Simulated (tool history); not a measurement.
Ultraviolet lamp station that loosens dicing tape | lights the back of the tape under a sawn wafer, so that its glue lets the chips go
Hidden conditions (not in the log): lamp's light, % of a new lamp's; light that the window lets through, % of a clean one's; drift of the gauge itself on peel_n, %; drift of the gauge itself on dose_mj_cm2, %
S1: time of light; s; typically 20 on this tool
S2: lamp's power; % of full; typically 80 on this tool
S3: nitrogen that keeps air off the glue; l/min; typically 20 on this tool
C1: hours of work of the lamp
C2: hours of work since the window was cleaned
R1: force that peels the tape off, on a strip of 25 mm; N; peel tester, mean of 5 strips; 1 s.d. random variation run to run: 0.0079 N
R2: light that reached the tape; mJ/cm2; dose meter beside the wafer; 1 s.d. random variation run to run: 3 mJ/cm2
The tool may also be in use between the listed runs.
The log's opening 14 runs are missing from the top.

| run | hour | S1 | S2 | S3 | C1 | C2 | R1 | R2 |
|---|---|---|---|---|---|---|---|---|
| 15 | 201.5 | 20 | 80 | 8 | 156 | 64 | 0.846 | 401 |
| 16 | 212.5 | 20 | 71 | 20 | 162 | 70 | 0.506 | 354 |
| 17 | 222.6 | 20 | 71 | 20 | 168 | 76 | 0.499 | 354 |
| 18 | 236.5 | 20 | 76 | 24 | 176 | 84 | 0.37 | 382 |
| 19 | 250.5 | 10 | 74 | 17 | 185 | 93 | 1.994 | 182 |
| 20 | 259.1 | 20 | 79 | 14 | 190 | 98 | 0.558 | 390 |
| 21 | 271.1 | 17 | 64 | 7 | 197 | 105 | 1.829 | 267 |
| 22 | 282.2 | 17 | 64 | 7 | 203 | 111 | 1.906 | 267 |
| 23 | 293.6 | 22 | 68 | 20 | 210 | 118 | 0.458 | 365 |
| 24 | 311.2 | 17 | 68 | 20 | 220 | 128 | 0.862 | 280 |
| 25 | 322.4 | 12 | 75 | 33 | 227 | 135 | 1.024 | 219 |
| 26 | 339.2 | 12 | 75 | 33 | 237 | 145 | 1.027 | 215 |
| 27 | 360.3 | 30 | 81 | 13 | 249 | 157 | 0.255 | 577 |
| 28 | 375.5 | 33 | 71 | 11 | 258 | 166 | 0.305 | 548 |
| 29 | 392.7 | 27 | 76 | 9 | 268 | 176 | 0.509 | 482 |
| 30 | 408.8 | 27 | 76 | 9 | 278 | 186 | 0.519 | 477 |
| 31 | 419.1 | 33 | 76 | 9 | 284 | 192 | 0.332 | 580 |
| 32 | 432.8 | 16 | 92 | 17 | 292 | 200 | 0.633 | 343 |
| 33 | 452.5 | 19 | 80 | 25 | 304 | 212 | 0.425 | 354 |
| 34 | 467.1 | 19 | 80 | 25 | 312 | 220 | 0.447 | 343 |

Below are 3 alternative next runs, each starting from the tool's condition after run 34. Predict each:
| A | 475.9 | 19 | 76 | 21 | 317 | 225 | ? | ? |
| B | 475.9 | 15 | 96 | 25 | 317 | 225 | ? | ? |
| C | 475.9 | 22 | 70 | 28 | 317 | 225 | ? | ? |

| run | R1 | R2 |
|---|---|---|
| A | 0.592 | 330 |
| B | 0.499 | 322 |
| C | 0.403 | 350 |
The same runs, with their run-to-run variation unchanged, on a tool lacking any hidden condition would have given:
| run | R1 | R2 |
|---|---|---|
| A | 0.379 | 403 |
| B | 0.318 | 395 |
| C | 0.261 | 428 |
